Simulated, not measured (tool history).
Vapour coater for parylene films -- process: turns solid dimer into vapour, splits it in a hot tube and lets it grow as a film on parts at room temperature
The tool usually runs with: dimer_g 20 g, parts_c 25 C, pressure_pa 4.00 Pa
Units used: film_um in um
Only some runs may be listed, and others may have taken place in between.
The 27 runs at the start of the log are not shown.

run,day,dimer_g,parts_c,pressure_pa,hours of work since the trap's valve was overhauled,hours of work since the table's thermometer was calibrated,film_um
28,13.633,15,25,2.12,11,39,14.21
29,14.125,15,25,2.12,19,47,14.16
30,14.488,15,25,2.12,25,53,14.26
31,15.200,10,35,2.12,37,65,6.67
32,15.721,27,22,5.05,46,74,25.70
33,16.067,12,28,4.97,51,79,9.08
34,16.642,20,22,4.00,61,89,19.45
35,17.262,9,22,6.66,71,99,8.08

Predict each of these 5 candidate next runs independently; none follows another, all start after run 35:
A,17.679,31,35,2.48,78,106,?
B,17.679,31,21,11.49,78,106,?
C,17.679,9,26,5.64,78,106,?
D,17.679,29,20,2.98,78,106,?
E,17.679,20,19,11.60,78,106,?

run,film_um
A,19.98
B,27.29
C,7.23
D,31.37
E,18.88
With no hidden state in the tool, these same runs would have given:
run,film_um
A,20.38
B,27.84
C,7.37
D,32.00
E,19.26

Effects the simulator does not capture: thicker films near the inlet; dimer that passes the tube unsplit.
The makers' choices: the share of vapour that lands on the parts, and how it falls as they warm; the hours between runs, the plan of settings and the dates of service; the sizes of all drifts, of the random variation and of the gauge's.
